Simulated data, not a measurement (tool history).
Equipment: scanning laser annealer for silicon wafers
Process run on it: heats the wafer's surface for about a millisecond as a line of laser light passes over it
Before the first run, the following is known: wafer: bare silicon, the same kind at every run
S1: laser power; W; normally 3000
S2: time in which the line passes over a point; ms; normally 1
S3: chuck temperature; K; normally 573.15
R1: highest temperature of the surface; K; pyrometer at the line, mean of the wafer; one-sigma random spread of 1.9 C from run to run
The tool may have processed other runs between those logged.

run 1 hour=0 | S1=3000 S2=1 S3=573.15 | R1=1373.15
run 2 hour=24.6 | S1=3000 S2=1 S3=573.15 | R1=1373.15
run 3 hour=49.3 | S1=3084 S2=1 S3=573.15 | R1=1403.15
run 4 hour=69.9 | S1=3084 S2=1 S3=573.15 | R1=1395.15
run 5 hour=94.4 | S1=3084 S2=1 S3=604.15 | R1=1432.15
run 6 hour=114.4 | S1=3084 S2=1 S3=604.15 | R1=1428.15
run 7 hour=140.8 | S1=3084 S2=1 S3=604.15 | R1=1425.15
run 8 hour=160.1 | S1=3084 S2=1 S3=604.15 | R1=1423.15
run 9 hour=187.3 | S1=3084 S2=1 S3=604.15 | R1=1426.15
run 10 hour=206.3 | S1=3084 S2=1 S3=604.15 | R1=1420.15
run 11 hour=217.6 | S1=3000 S2=0.85 S3=573.15 | R1=1305.15
run 12 hour=237.3 | S1=3000 S2=0.85 S3=573.15 | R1=1307.15
run 13 hour=254.9 | S1=3000 S2=1 S3=608.15 | R1=1398.15
run 14 hour=270.2 | S1=3000 S2=1 S3=573.15 | R1=1366.15
run 15 hour=288.6 | S1=3000 S2=1 S3=573.15 | R1=1364.15
run 16 hour=312.3 | S1=3000 S2=1 S3=573.15 | R1=1362.15
run 17 hour=333.2 | S1=3000 S2=1 S3=573.15 | R1=1364.15
run 18 hour=352.3 | S1=3000 S2=1 S3=573.15 | R1=1361.15
run 19 hour=369 | S1=3000 S2=1 S3=573.15 | R1=1361.15
run 20 hour=383.8 | S1=3000 S2=1 S3=573.15 | R1=1359.15
run 21 hour=402.8 | S1=3000 S2=1.17 S3=581.15 | R1=1426.15
run 22 hour=424.5 | S1=2790 S2=0.93 S3=595.15 | R1=1291.15
run 23 hour=444.2 | S1=3300 S2=0.91 S3=544.15 | R1=1393.15
run 24 hour=461.3 | S1=3300 S2=0.91 S3=544.15 | R1=1391.15
run 25 hour=483.3 | S1=3300 S2=0.91 S3=544.15 | R1=1389.15
run 26 hour=505.5 | S1=3300 S2=0.91 S3=544.15 | R1=1395.15
run 27 hour=527.5 | S1=3300 S2=0.91 S3=544.15 | R1=1392.15
-- hour=532.1 laser's power meter calibrated
run 28 hour=557.3 | S1=3300 S2=0.91 S3=544.15 | R1=1389.15
run 29 hour=573.2 | S1=3000 S2=1 S3=543.15 | R1=1323.15
run 30 hour=584.5 | S1=3000 S2=1 S3=543.15 | R1=1325.15
run 31 hour=601 | S1=3000 S2=1 S3=543.15 | R1=1322.15
-- hour=611.5 laser's power meter calibrated, once more
run 32 hour=617.8 | S1=3000 S2=1 S3=549.15 | R1=1339.15
run 33 hour=633.1 | S1=2937 S2=1.15 S3=611.15 | R1=1432.15
run 34 hour=659.4 | S1=2937 S2=1.15 S3=611.15 | R1=1429.15
run 35 hour=670.9 | S1=2937 S2=1.15 S3=611.15 | R1=1433.15
run 36 hour=694 | S1=3256 S2=0.84 S3=573.15 | R1=1383.15

Forecast run 37:
run 37 hour=712.7 | S1=2725 S2=1.02 S3=570.15 | R1=?

Run 37 gave R1 1274.15 K.
Take away the tool's hidden state, keep the run-to-run variation as it was, and the same run would have given R1 1311.15 K.
